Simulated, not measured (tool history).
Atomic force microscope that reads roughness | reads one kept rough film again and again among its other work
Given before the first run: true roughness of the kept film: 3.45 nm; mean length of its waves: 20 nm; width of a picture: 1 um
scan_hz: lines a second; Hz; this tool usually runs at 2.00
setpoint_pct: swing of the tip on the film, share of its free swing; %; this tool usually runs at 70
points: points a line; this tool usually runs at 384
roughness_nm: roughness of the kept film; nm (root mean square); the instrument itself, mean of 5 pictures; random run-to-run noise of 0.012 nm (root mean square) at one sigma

run   hour  scan_hz  setpoint_pct  points  roughness_nm
  1    0.0     2.00            70     384         2.677
  2   16.0     2.00            70     384         2.630
  3   41.3     2.00            70     384         2.576
  4   66.7     2.00            70     384         2.538
  5   81.7     2.00            70     384         2.500
  6  104.8     2.00            70     384         2.482
  7  119.9     2.00            70     384         2.450
  8  133.2     2.00            70     384         2.413
  9  149.3     0.54            70     384         2.441
 10  169.7     0.61            56     293         2.404
 11  187.7     2.23            56     584         2.389
 12  209.7     2.23            56     584         2.360
 13  232.3     0.62            70     384         2.326
 14  246.8     3.29            70     384         2.209
 15  259.2     0.59            64     384         2.289
 16  273.4     2.00            89     462         2.096
 17  285.4     2.00            89     462         2.080

Below, some changes in roughness_nm between adjacent runs. For each, the amount present without the hidden state too (settings, incoming material, random variation) and the amount remaining for the hidden state with gauge scatter not shared by both compared results:
The tool's hidden condition here consists of: radius of the tip, nm; height scale over the true one, %; drift of the gauge itself on roughness_nm, %.
Run 2 -> 3: no setting touched and nothing written in the log between the runs. roughness_nm -0.054 nm (root mean square): hidden state -0.052, all else -0.002.
Run 15 -> 16: scan_hz 0.59 -> 2.00, setpoint_pct 64 -> 89, points 384 -> 462. roughness_nm -0.193 nm (root mean square): hidden state +0.029, all else -0.222.
